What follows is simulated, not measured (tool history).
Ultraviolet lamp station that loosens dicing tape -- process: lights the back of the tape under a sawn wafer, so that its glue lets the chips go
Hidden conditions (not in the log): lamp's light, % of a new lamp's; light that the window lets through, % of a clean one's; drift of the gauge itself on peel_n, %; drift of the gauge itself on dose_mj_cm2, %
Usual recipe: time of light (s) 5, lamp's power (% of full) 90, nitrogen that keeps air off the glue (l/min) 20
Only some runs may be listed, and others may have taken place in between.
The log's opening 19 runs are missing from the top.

run	hour	time of light (s)	lamp's power (% of full)	nitrogen that keeps air off the glue (l/min)	hours of work of the lamp	hours of work since the window was cleaned	force that peels the tape off (N)	light that reached the tape (mJ/cm2)
20	431.5	5	90	20	370	74	0.511	279
21	457.2	5	90	20	384	89	0.550	281
22	475.9	5	77	20	395	99	0.751	240
23	488.6	5	64	11	402	107	1.773	199
24	508.1	5	90	16	414	118	0.650	277
25	530.4	5	90	16	426	131	0.655	276
26	553.4	5	64	22	439	144	1.120	199
27	569.0	5	64	22	448	153	1.055	202
28	596.7	7	82	20	464	169	0.277	358
29	609.7	7	82	20	472	176	0.291	363
30	626.3	8	89	17	481	186	0.188	449
31	639.9	4	61	12	489	193	2.590	153
32	662.4	4	73	12	502	206	1.948	182
33	680.4	4	73	12	512	217	1.972	183
34	697.1	4	73	12	522	226	1.953	183
35	712.3	6	68	23	531	235	0.570	254
36	729.3	6	68	23	540	245	0.617	253
37	753.4	3	79	20	554	258	1.939	146

Predict the results of run 38:
38	780.7	5	90	37	570	274	?	?

{"run 38": {"force that peels the tape off (N)": 0.306, "light that reached the tape (mJ/cm2)": 281}}
If the tool had no hidden condition, the same run with the same run-to-run variation would have returned force that peels the tape off (N) 0.304, light that reached the tape (mJ/cm2) 282.
